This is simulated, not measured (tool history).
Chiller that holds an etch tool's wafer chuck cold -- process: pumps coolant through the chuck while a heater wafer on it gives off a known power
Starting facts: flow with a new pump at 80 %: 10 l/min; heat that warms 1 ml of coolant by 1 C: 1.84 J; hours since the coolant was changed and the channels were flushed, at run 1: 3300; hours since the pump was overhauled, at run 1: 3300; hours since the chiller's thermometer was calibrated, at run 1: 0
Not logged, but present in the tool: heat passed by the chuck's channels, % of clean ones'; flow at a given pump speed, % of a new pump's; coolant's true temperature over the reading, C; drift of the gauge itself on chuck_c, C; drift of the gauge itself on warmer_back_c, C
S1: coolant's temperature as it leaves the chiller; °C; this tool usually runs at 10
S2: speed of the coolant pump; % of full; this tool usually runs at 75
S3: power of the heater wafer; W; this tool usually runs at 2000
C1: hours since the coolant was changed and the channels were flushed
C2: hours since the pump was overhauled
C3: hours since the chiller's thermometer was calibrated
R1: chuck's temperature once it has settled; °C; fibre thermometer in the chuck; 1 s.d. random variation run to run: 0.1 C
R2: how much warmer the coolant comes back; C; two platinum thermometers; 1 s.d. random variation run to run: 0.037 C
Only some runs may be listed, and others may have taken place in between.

{"run": 1, "hour": 0.0, "S1": 10, "S2": 75, "S3": 2000, "C1": 3300, "C2": 3300, "C3": 0, "R1": 35.2, "R2": 7.56}
{"run": 2, "hour": 154.3, "S1": 10, "S2": 75, "S3": 2000, "C1": 3454, "C2": 3454, "C3": 154, "R1": 35.4, "R2": 7.55}
{"run": 3, "hour": 292.5, "S1": 10, "S2": 75, "S3": 2000, "C1": 3592, "C2": 3592, "C3": 292, "R1": 35.7, "R2": 7.59}
{"run": 4, "hour": 425.5, "S1": 10, "S2": 70, "S3": 2000, "C1": 3725, "C2": 3725, "C3": 425, "R1": 37.1, "R2": 8.25}
{"run": 5, "hour": 582.6, "S1": 10, "S2": 70, "S3": 2000, "C1": 3882, "C2": 3882, "C3": 583, "R1": 37.2, "R2": 8.2}
{"run": 6, "hour": 684.5, "S1": 10, "S2": 70, "S3": 2000, "C1": 3984, "C2": 3984, "C3": 684, "R1": 37.6, "R2": 8.24}
{"run": 7, "hour": 845.2, "S1": 10, "S2": 70, "S3": 2000, "C1": 4145, "C2": 4145, "C3": 845, "R1": 37.8, "R2": 8.35}
{"hour": 899.3, "done": "coolant changed, channels flushed"}
{"run": 8, "hour": 987.3, "S1": 10, "S2": 70, "S3": 2000, "C1": 88, "C2": 4281, "C3": 981, "R1": 33.8, "R2": 8.33}
{"run": 9, "hour": 1183.0, "S1": 14, "S2": 75, "S3": 2000, "C1": 284, "C2": 4477, "C3": 1177, "R1": 36.9, "R2": 7.75}
{"run": 10, "hour": 1281.1, "S1": 14, "S2": 75, "S3": 2000, "C1": 382, "C2": 4575, "C3": 1275, "R1": 37.1, "R2": 7.73}
{"run": 11, "hour": 1462.0, "S1": 14, "S2": 75, "S3": 2000, "C1": 563, "C2": 4756, "C3": 1456, "R1": 37.4, "R2": 7.83}
{"run": 12, "hour": 1683.8, "S1": 14, "S2": 75, "S3": 2000, "C1": 785, "C2": 4977, "C3": 1678, "R1": 37.6, "R2": 7.83}
{"run": 13, "hour": 1774.3, "S1": 14, "S2": 75, "S3": 2000, "C1": 875, "C2": 5068, "C3": 1768, "R1": 37.9, "R2": 7.82}
{"run": 14, "hour": 1891.3, "S1": 14, "S2": 75, "S3": 2000, "C1": 992, "C2": 5185, "C3": 1885, "R1": 37.7, "R2": 7.92}
{"run": 15, "hour": 2075.8, "S1": 10, "S2": 71, "S3": 2000, "C1": 1177, "C2": 5369, "C3": 2070, "R1": 35.0, "R2": 8.39}
{"hour": 2232.0, "done": "chiller's thermometer calibrated"}
{"run": 16, "hour": 2273.0, "S1": 10, "S2": 71, "S3": 2000, "C1": 1373, "C2": 5566, "C3": 41, "R1": 35.0, "R2": 8.5}
{"run": 17, "hour": 2453.2, "S1": 1, "S2": 75, "S3": 2531, "C1": 1553, "C2": 5746, "C3": 221, "R1": 31.7, "R2": 10.12}
{"run": 18, "hour": 2644.8, "S1": 1, "S2": 75, "S3": 2531, "C1": 1745, "C2": 5937, "C3": 413, "R1": 32.1, "R2": 10.2}
{"run": 19, "hour": 2750.3, "S1": 15, "S2": 75, "S3": 2423, "C1": 1850, "C2": 6043, "C3": 518, "R1": 45.1, "R2": 9.8}
{"hour": 2773.0, "done": "coolant pump overhauled"}
{"run": 20, "hour": 2849.8, "S1": 6, "S2": 86, "S3": 2423, "C1": 1945, "C2": 77, "C3": 613, "R1": 34.7, "R2": 9.1}
{"run": 21, "hour": 2941.2, "S1": 5, "S2": 78, "S3": 1578, "C1": 2036, "C2": 168, "C3": 704, "R1": 25.0, "R2": 6.67}
{"run": 22, "hour": 3148.5, "S1": 10, "S2": 75, "S3": 1471, "C1": 2243, "C2": 375, "C3": 912, "R1": 29.6, "R2": 6.57}
{"run": 23, "hour": 3358.1, "S1": 19, "S2": 94, "S3": 2000, "C1": 2453, "C2": 585, "C3": 1121, "R1": 42.0, "R2": 6.89}
{"run": 24, "hour": 3543.9, "S1": 11, "S2": 69, "S3": 2000, "C1": 2639, "C2": 771, "C3": 1307, "R1": 39.7, "R2": 9.89}
{"hour": 3650.3, "done": "coolant pump overhauled, once more"}
{"run": 25, "hour": 3710.9, "S1": 8, "S2": 77, "S3": 1887, "C1": 2801, "C2": 61, "C3": 1469, "R1": 29.8, "R2": 6.43}
{"run": 26, "hour": 3815.2, "S1": 10, "S2": 83, "S3": 2278, "C1": 2905, "C2": 165, "C3": 1573, "R1": 35.3, "R2": 7.13}
{"run": 27, "hour": 3941.5, "S1": 13, "S2": 82, "S3": 2000, "C1": 3031, "C2": 291, "C3": 1700, "R1": 35.5, "R2": 6.34}
{"run": 28, "hour": 4091.5, "S1": 13, "S2": 82, "S3": 2000, "C1": 3181, "C2": 441, "C3": 1849, "R1": 35.7, "R2": 6.4}
{"run": 29, "hour": 4292.0, "S1": 13, "S2": 82, "S3": 2000, "C1": 3382, "C2": 642, "C3": 2050, "R1": 36.0, "R2": 6.45}
{"hour": 4455.3, "done": "chiller's thermometer calibrated"}
{"run": 30, "hour": 4483.9, "S1": 8, "S2": 75, "S3": 1125, "C1": 3573, "C2": 833, "C3": 29, "R1": 21.7, "R2": 3.99}

5 ways to go on from here, each from the tool as it stands after run 30. What would each give?
{"run": "A", "hour": 4666.8, "S1": 12, "S2": 62, "S3": 2562, "C1": 3756, "C2": 1015, "C3": 212, "R1": "?", "R2": "?"}
{"run": "B", "hour": 4666.8, "S1": 18, "S2": 71, "S3": 1222, "C1": 3756, "C2": 1015, "C3": 212, "R1": "?", "R2": "?"}
{"run": "C", "hour": 4666.8, "S1": 7, "S2": 75, "S3": 1268, "C1": 3756, "C2": 1015, "C3": 212, "R1": "?", "R2": "?"}
{"run": "D", "hour": 4666.8, "S1": 8, "S2": 92, "S3": 2062, "C1": 3756, "C2": 1015, "C3": 212, "R1": "?", "R2": "?"}
{"run": "E", "hour": 4666.8, "S1": 11, "S2": 84, "S3": 2000, "C1": 3756, "C2": 1015, "C3": 212, "R1": "?", "R2": "?"}

run=A R1=47.7 R2=11.32
run=B R1=33.7 R2=4.69
run=C R1=22.6 R2=4.50
run=D R1=30.0 R2=5.84
run=E R1=33.9 R2=6.25
Without the tool's unlogged condition, the same runs would have read:
run=A R1=42.8 R2=11.11
run=B R1=31.5 R2=4.60
run=C R1=20.5 R2=4.42
run=D R1=26.9 R2=5.73
run=E R1=30.6 R2=6.13
